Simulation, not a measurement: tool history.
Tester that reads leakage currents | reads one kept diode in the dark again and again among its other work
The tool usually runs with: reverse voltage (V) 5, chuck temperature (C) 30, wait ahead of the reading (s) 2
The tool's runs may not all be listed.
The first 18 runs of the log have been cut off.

| run | hour | reverse voltage (V) | chuck temperature (C) | wait ahead of the reading (s) | current that the tester gives (pA) |
|---|---|---|---|---|---|
| 19 | 1806.2 | 6.03 | 43 | 2 | 605.48 |
| 20 | 1881.5 | 1.74 | 30 | 1.89 | 97.63 |
| 21 | 1960.1 | 1.74 | 42 | 3.59 | 262.74 |
|  | 1972.5 | probe card cleaned and baked |
| 22 | 2036 | 1.74 | 42 | 3.59 | 264.81 |
|  | 2103 | chuck's temperature calibrated |
| 23 | 2131.5 | 1.92 | 57 | 8.42 | 941.91 |
| 24 | 2247 | 2.42 | 52 | 6.99 | 742.7 |
|  | 2279 | probe card cleaned and baked, once more |
| 25 | 2336.2 | 2.53 | 25 | 1.24 | 81.55 |
| 26 | 2468.9 | 13.55 | 26 | 8.4 | 243.58 |
| 27 | 2576.6 | 6.48 | 33 | 3.72 | 287.29 |
| 28 | 2679.1 | 9.81 | 40 | 0.38 | 667.85 |
| 29 | 2762.7 | 10.66 | 39 | 0.34 | 649.45 |
| 30 | 2900.2 | 10.8 | 39 | 0.34 | 649.42 |
| 31 | 2957.9 | 10.8 | 39 | 0.34 | 647.9 |
| 32 | 3063.9 | 1.08 | 25 | 4.98 | 48.41 |

Each row is a separate what-if for the run after 32, all from the same tool condition, not one after another. Results?
| A | 3166.6 | 3.35 | 25 | 1.51 | ? |
| B | 3166.6 | 1.08 | 39 | 7.97 | ? |
| C | 3166.6 | 1.08 | 52 | 4.98 | ? |

| run | current that the tester gives (pA) |
|---|---|
| A | 95.45 |
| B | 161.23 |
| C | 451.06 |
Without the tool's unlogged condition, the same runs would have read:
| run | current that the tester gives (pA) |
|---|---|
| A | 96.59 |
| B | 164.2 |
| C | 459.51 |
